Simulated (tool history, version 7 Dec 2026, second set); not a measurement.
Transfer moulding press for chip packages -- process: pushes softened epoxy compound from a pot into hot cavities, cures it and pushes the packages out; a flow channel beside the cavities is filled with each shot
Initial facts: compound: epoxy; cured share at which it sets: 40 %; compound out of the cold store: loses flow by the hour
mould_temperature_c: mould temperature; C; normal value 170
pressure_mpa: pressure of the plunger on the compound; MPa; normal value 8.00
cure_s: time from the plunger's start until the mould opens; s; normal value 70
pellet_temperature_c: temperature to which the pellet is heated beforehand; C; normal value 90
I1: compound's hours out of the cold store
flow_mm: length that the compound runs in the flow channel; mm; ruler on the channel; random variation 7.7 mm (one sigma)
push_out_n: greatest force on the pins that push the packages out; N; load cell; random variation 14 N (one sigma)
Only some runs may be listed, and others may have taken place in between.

Run 1, hour 0.0: usual settings; I1 13.2. Result: flow_mm 846 mm, push_out_n 848 N.
Run 2, hour 28.6: usual settings but pressure_mpa 7.16 MPa; I1 35.9. Result: flow_mm 744 mm, push_out_n 1110 N.
At hour 44.9: cavities cleaned with cleaning compound and waxed.
Run 3, hour 82.0: usual settings but pressure_mpa 7.16 MPa; I1 29.6. Result: flow_mm 747 mm, push_out_n 1419 N.
At hour 99.1: cavities cleaned with cleaning compound and waxed.
Run 4, hour 116.9: usual settings but pressure_mpa 7.16 MPa, cure_s 81 s; I1 29.5. Result: flow_mm 748 mm, push_out_n 705 N.
At hour 152.2: cavities cleaned with cleaning compound and waxed.
At hour 158.0: plunger's sealing rings changed.
Run 5, hour 172.5: usual settings but pressure_mpa 7.16 MPa, cure_s 81 s; I1 19.1. Result: flow_mm 837 mm, push_out_n 776 N.
At hour 208.8: cavities cleaned with cleaning compound and waxed.
Run 6, hour 208.8: usual settings but mould_temperature_c 162 C; I1 46.4. Result: flow_mm 874 mm, push_out_n 1151 N.
Run 7, hour 244.6: usual settings but mould_temperature_c 162 C; I1 40.3. Result: flow_mm 861 mm, push_out_n 2115 N.
At hour 262.5: cavities cleaned with cleaning compound and waxed.
Run 8, hour 300.6: usual settings; I1 26.6. Result: flow_mm 839 mm, push_out_n 1202 N.
At hour 315.8: cavities cleaned with cleaning compound and waxed, once more.
Run 9, hour 349.1: usual settings but pellet_temperature_c 94 C; I1 23.2. Result: flow_mm 831 mm, push_out_n 1142 N.
At hour 369.9: cavities cleaned with cleaning compound and waxed.
Run 10, hour 396.9: usual settings but pellet_temperature_c 94 C; I1 40.7. Result: flow_mm 796 mm, push_out_n 1062 N.
At hour 425.2: cavities cleaned with cleaning compound and waxed.
Run 11, hour 441.8: usual settings but pellet_temperature_c 94 C; I1 21.8. Result: flow_mm 804 mm, push_out_n 968 N.
At hour 480.0: cavities cleaned with cleaning compound and waxed.
Run 12, hour 488.3: usual settings but pellet_temperature_c 94 C; I1 14.7. Result: flow_mm 811 mm, push_out_n 847 N.
Run 13, hour 529.1: usual settings but mould_temperature_c 175 C; I1 31.1. Result: flow_mm 755 mm, push_out_n 930 N.
At hour 535.7: cavities cleaned with cleaning compound and waxed.
At hour 546.2: plunger's sealing rings changed.
Run 14, hour 588.6: usual settings but mould_temperature_c 172 C, pressure_mpa 6.90 MPa, cure_s 94 s, pellet_temperature_c 98 C; I1 20.4. Result: flow_mm 808 mm, push_out_n 803 N.
At hour 592.8: cavities cleaned with cleaning compound and waxed.
At hour 647.4: cavities cleaned with cleaning compound and waxed.
Run 15, hour 649.0: usual settings but mould_temperature_c 165 C, pressure_mpa 6.90 MPa, cure_s 74 s, pellet_temperature_c 98 C; I1 33.2. Result: flow_mm 796 mm, push_out_n 838 N.
At hour 658.8: mould's thermocouples calibrated.
Run 16, hour 688.7: usual settings but mould_temperature_c 162 C, pressure_mpa 6.35 MPa, cure_s 106 s; I1 28.6. Result: flow_mm 769 mm, push_out_n 914 N.
At hour 706.0: cavities cleaned with cleaning compound and waxed.
Run 17, hour 729.8: usual settings but mould_temperature_c 166 C, pellet_temperature_c 87 C; I1 42.9. Result: flow_mm 811 mm, push_out_n 1370 N.
At hour 759.4: cavities cleaned with cleaning compound and waxed.
Run 18, hour 767.7: usual settings but pressure_mpa 7.31 MPa; I1 28.6. Result: flow_mm 781 mm, push_out_n 814 N.
Run 19, hour 797.4: usual settings but mould_temperature_c 167 C, pellet_temperature_c 91 C; I1 25.4. Result: flow_mm 826 mm, push_out_n 1503 N.
At hour 815.9: cavities cleaned with cleaning compound and waxed.
Run 20, hour 826.9: usual settings but mould_temperature_c 167 C, pellet_temperature_c 91 C; I1 20.1. Result: flow_mm 832 mm, push_out_n 1111 N.
Run 21, hour 851.5: usual settings but mould_temperature_c 168 C, pressure_mpa 7.11 MPa, cure_s 102 s; I1 44.5. Result: flow_mm 734 mm, push_out_n 767 N.
At hour 870.2: cavities cleaned with cleaning compound and waxed.
Run 22, hour 899.5: usual settings but mould_temperature_c 168 C, pressure_mpa 7.63 MPa, cure_s 61 s, pellet_temperature_c 86 C; I1 37.4. Result: flow_mm 771 mm, push_out_n 1827 N.
At hour 923.9: cavities cleaned with cleaning compound and waxed.
At hour 937.8: plunger's sealing rings changed.
Run 23, hour 939.1: usual settings but mould_temperature_c 168 C, pressure_mpa 7.95 MPa, cure_s 61 s, pellet_temperature_c 86 C; I1 28.8. Result: flow_mm 891 mm, push_out_n 1548 N.
Run 24, hour 967.8: usual settings but mould_temperature_c 173 C, pressure_mpa 8.40 MPa, cure_s 61 s, pellet_temperature_c 86 C; I1 46.5. Result: flow_mm 829 mm, push_out_n 1433 N.
At hour 983.6: cavities cleaned with cleaning compound and waxed.
Run 25, hour 995.3: usual settings but pressure_mpa 7.48 MPa; I1 17.8. Result: flow_mm 841 mm, push_out_n 948 N.
Run 26, hour 1031.3: usual settings but pressure_mpa 7.48 MPa; I1 28.7. Result: flow_mm 821 mm, push_out_n 1263 N.

Measured result minus the same run's result without the hidden state. Both carry the same run-to-run variation, though not necessarily the same gauge scatter:
Unlogged tool condition in this case: true mould temperature over the reading, C; pressure that reaches the compound, % of what is set; grip of the stained cavities, % over clean ones'; drift of the gauge itself on flow_mm, %; drift of the gauge itself on push_out_n, %.
run  flow_mm  push_out_n
  1      -60        +182
  2      -61        +481
  3      -75        +768
  4      -84        +230
  5       -4        +252
  6      -13         +37
  7      -22        +952
  8      -36        +546
  9      -48        +494
 10      -58        +433
 11      -72        +315
 12      -86        +185
 13      -92        +449
 14       -9        +386
 15      -20         +87
 16      -31        +412
 17      -43        +499
 18      -51        +171
 19      -63        +674
 20      -71        +283
 21      -69        +327
 22      -85        +750
 23       +0        +463
 24       -7        +676
 25      -14        +269
 26      -23        +619
